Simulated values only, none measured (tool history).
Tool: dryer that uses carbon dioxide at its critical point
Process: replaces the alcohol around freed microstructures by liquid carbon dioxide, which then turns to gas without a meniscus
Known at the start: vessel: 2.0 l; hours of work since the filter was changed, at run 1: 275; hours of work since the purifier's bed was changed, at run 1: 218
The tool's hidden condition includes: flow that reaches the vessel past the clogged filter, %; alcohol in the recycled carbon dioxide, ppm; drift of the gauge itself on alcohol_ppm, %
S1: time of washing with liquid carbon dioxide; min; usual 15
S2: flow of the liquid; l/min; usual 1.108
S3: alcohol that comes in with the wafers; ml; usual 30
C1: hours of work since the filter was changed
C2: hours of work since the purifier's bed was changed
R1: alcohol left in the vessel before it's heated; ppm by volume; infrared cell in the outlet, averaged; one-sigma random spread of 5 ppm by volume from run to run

run,hour,S1,S2,S3,C1,C2,R1
1,0.0,15,1.108,30,275,218,156
2,25.4,22,1.108,30,285,228,88
3,54.4,15,1.340,30,296,240,115
4,94.5,15,1.340,30,312,256,121
5,133.8,15,1.108,100,328,271,405
6,155.8,15,1.108,100,336,280,419
7,204.0,15,1.108,100,355,299,438
8,234.0,15,1.108,100,367,311,452
9,260.4,15,1.108,100,378,321,457
10,291.4,20,1.360,30,390,333,121
# hour 333.7: inlet filter changed
11,337.1,20,1.360,30,1,351,121
12,379.6,20,0.830,24,18,368,156

Some steps in R1 between neighbouring runs. How much of each would the tool show without its hidden state too (settings, what came in, random variation), and how much is left for the hidden state, with any gauge scatter that isn't in both results?
Run 9 -> 10: S1 15 -> 20, S2 1.108 -> 1.360, S3 100 -> 30. R1 -336 ppm by volume: hidden state -215, all else -121.

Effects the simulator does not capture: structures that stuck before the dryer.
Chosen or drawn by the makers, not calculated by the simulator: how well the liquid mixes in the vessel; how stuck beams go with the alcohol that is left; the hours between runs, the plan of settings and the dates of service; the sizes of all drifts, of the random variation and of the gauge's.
